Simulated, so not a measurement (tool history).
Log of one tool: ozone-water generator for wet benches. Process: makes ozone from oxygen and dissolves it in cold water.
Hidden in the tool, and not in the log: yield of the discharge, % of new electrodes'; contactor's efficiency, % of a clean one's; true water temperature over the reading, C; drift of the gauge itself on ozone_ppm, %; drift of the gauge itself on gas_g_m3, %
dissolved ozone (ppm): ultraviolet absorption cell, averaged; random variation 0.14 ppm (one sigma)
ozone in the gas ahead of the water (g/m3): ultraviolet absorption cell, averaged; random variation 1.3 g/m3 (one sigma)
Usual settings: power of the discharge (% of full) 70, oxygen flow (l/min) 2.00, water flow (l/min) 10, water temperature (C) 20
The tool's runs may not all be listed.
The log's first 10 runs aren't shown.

run,hour,power of the discharge (% of full),oxygen flow (l/min),water flow (l/min),water temperature (C),hours of work since the electrodes were changed,hours of work since the contactor was cleaned,hours of work since the thermometer was calibrated,dissolved ozone (ppm),ozone in the gas ahead of the water (g/m3)
11,773.7,70,2.00,7,20,3351,6887,506,19.4,223.2
12,864.0,70,2.00,10,20,3440,6976,595,14.3,225.5
13,909.3,70,2.00,10,20,3484,7020,640,13.9,222.7
14,992.1,70,2.00,10,20,3566,7102,721,14.1,224.0
15,1101.7,86,2.00,10,20,3673,7209,828,16.5,258.9
16,1205.5,86,2.00,10,20,3775,7311,931,16.6,260.4
17,1262.4,86,2.00,10,20,3831,7367,986,16.4,260.1
18,1331.2,61,1.84,9,13,3899,7435,1054,15.2,206.4
19,1388.4,61,1.84,9,13,3955,7491,1110,14.8,205.8
20,1490.2,61,1.84,9,13,4055,7591,1210,15.2,208.4
21,1564.1,61,2.35,11,13,4127,7663,1283,13.0,183.5
22,1619.0,61,2.35,11,13,4181,7717,1337,12.8,183.5
23,1691.1,61,2.55,13,13,4252,7788,1407,11.3,178.0
24,1762.0,59,1.82,10,20,4322,7858,1477,11.9,203.6
25,1840.4,59,1.82,10,20,4399,7935,1554,12.1,202.2
26,1885.7,96,1.24,6,22,4443,7979,1599,25.8,356.6
27,1986.4,96,1.24,6,22,4542,8078,1697,25.8,352.3
28,2090.7,96,1.24,6,22,4644,8180,1800,26.0,349.8
29,2165.4,57,2.00,10,15,4718,8254,1873,12.5,187.5
30,2268.5,46,3.00,10,20,4819,8355,1974,10.4,131.6
31,2379.2,70,2.00,7,15,4928,8464,2083,20.2,219.0
32,2482.8,70,3.31,10,18,5030,8566,2185,14.5,171.3
33,2546.3,70,2.00,6,20,5092,8628,2247,20.5,220.6

3 ways to go on from here, each from the tool as it stands after run 33. What would each give?
A,2641.0,67,2.00,10,20,5185,8721,2340,?,?
B,2641.0,46,1.81,6,13,5185,8721,2340,?,?
C,2641.0,60,2.00,7,20,5185,8721,2340,?,?

run,dissolved ozone (ppm),ozone in the gas ahead of the water (g/m3)
A,13.2,208.2
B,17.1,167.9
C,16.5,192.4
Without the tool's hidden state the same runs would have given:
run,dissolved ozone (ppm),ozone in the gas ahead of the water (g/m3)
A,15.4,223.7
B,19.2,176.6
C,18.9,205.3
